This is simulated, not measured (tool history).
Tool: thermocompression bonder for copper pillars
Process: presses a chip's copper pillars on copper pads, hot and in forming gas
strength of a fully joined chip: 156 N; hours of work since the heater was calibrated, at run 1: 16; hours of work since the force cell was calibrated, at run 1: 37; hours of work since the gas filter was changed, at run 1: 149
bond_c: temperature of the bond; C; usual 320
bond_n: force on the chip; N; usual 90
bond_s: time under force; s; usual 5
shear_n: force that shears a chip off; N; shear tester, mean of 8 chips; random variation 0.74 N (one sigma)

run     day  bond_c  bond_n  bond_s  hours of work since the heater was calibrated  hours of work since the force cell was calibrated  hours of work since the gas filter was changed  shear_n
  1       0     320      90       5                                             16                                                 37                                             149    101.7
  2   0.946     320      90       5                                             30                                                 51                                             163    101.6
  3   1.867     320      90       5                                             44                                                 66                                             177    101.7
  4   2.875     320      90       5                                             60                                                 81                                             193      101
  5   3.833     320      90       7                                             74                                                 96                                             207    110.6
  6   5.079     320      90       5                                             93                                                115                                             226    101.1
  7   6.192     320      90       5                                            110                                                132                                             243    102.2
  8   7.483     320      90       5                                            130                                                151                                             263      101
  9   8.396     320      77       5                                            144                                                165                                             277     95.8
      8.779  -- forming gas filter changed
 10   9.217     320      77       5                                            156                                                177                                               7     95.5
 11  10.629     320      77       5                                            178                                                199                                              28     96.6
 12  11.275     320      77       5                                            188                                                209                                              38     95.7
 13  11.883     320      77       5                                            197                                                218                                              47     95.5
 14  13.258     320      77       5                                            218                                                239                                              68     96.9
 15  14.025     323      76      10                                            230                                                251                                              80    118.4
 16  14.821     323      76      10                                            242                                                263                                              92    116.9
 17  15.475     306     108       5                                            252                                                273                                             102     96.2
 18  16.721     306     108       5                                            271                                                292                                             121     96.4
 19    17.7     290     129      10                                            286                                                307                                             136    109.3
 20  18.729     320     110       4                                            301                                                323                                             152    102.7
 21  19.671     320      76       5                                            316                                                337                                             166     96.4
 22  20.671     348      90      13                                            331                                                352                                             182    144.1
 23  21.858     302      90      11                                            349                                                371                                             200    107.5
 24  22.688     302     127      11                                            362                                                383                                             212      119
 25  24.038     307     106      10                                            383                                                404                                             233    115.7
 26  24.629     328     106       4                                            392                                                413                                             242    110.2
 27  25.217     328     106       4                                            401                                                422                                             251    107.7
 28  26.529     328     106       8                                            421                                                442                                             271    127.3

Hidden state at the last listed run before each entry between runs and at the first one after, where it differs:
Between runs 9 and 10: forming gas filter changed (day 8.779)
  oxide that the forming gas leaves, % of the face: 0.68 -> 0.5

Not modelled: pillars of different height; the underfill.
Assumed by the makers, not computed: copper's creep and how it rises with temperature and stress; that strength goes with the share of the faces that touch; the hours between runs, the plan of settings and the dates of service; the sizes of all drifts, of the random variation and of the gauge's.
